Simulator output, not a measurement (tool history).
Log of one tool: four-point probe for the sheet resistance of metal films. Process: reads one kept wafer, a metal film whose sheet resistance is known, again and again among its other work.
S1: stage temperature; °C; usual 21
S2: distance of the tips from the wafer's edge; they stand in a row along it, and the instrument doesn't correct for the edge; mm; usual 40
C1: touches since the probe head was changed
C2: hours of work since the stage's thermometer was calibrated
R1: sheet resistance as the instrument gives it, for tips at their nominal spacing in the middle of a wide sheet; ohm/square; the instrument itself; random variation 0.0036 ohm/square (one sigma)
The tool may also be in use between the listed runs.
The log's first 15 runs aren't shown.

run 16 day=8.646 | S1=21 S2=40 | C1=4905 C2=1616 | R1=17.833961
run 17 day=9.338 | S1=21 S2=40 | C1=5160 C2=1624 | R1=17.836381
run 18 day=10.108 | S1=21 S2=40 | C1=5446 C2=1633 | R1=17.841256
-- day=10.479 stage's thermometer calibrated
run 19 day=10.479 | S1=28 S2=45 | C1=5574 C2=0 | R1=17.825955
run 20 day=11.200 | S1=27 S2=4 | C1=5841 C2=8 | R1=18.400723
run 21 day=11.621 | S1=19 S2=4 | C1=5996 C2=13 | R1=18.415363
run 22 day=12.038 | S1=18 S2=3 | C1=6150 C2=18 | R1=18.834288
run 23 day=12.571 | S1=18 S2=3 | C1=6346 C2=24 | R1=18.844584
run 24 day=13.396 | S1=18 S2=3 | C1=6651 C2=34 | R1=18.837450
run 25 day=13.808 | S1=18 S2=3 | C1=6803 C2=39 | R1=18.835430
run 26 day=14.546 | S1=18 S2=3 | C1=7076 C2=47 | R1=18.844043
run 27 day=15.358 | S1=18 S2=3 | C1=7376 C2=57 | R1=18.839203
run 28 day=15.871 | S1=21 S2=5 | C1=7565 C2=63 | R1=18.201454
run 29 day=16.375 | S1=33 S2=5 | C1=7751 C2=69 | R1=18.179442
run 30 day=16.883 | S1=33 S2=5 | C1=7939 C2=75 | R1=18.184245
run 31 day=17.483 | S1=22 S2=10 | C1=8161 C2=82 | R1=17.924103
run 32 day=17.933 | S1=31 S2=16 | C1=8327 C2=87 | R1=17.850016
run 33 day=18.612 | S1=26 S2=4 | C1=8577 C2=95 | R1=18.394268

4 ways to go on from here, each from the tool as it stands after run 33. What would each give?
run A day=19.158 | S1=33 S2=4 | C1=8780 C2=101 | R1=?
run B day=19.158 | S1=27 S2=4 | C1=8780 C2=101 | R1=?
run C day=19.158 | S1=26 S2=5 | C1=8780 C2=101 | R1=?
run D day=19.158 | S1=26 S2=27 | C1=8780 C2=101 | R1=?

run=A R1=18.391166
run=B R1=18.397566
run=C R1=18.193368
run=D R1=17.832670
Without the tool's hidden state the same runs would have given:
run=A R1=18.390644
run=B R1=18.397044
run=C R1=18.192851
run=D R1=17.832163
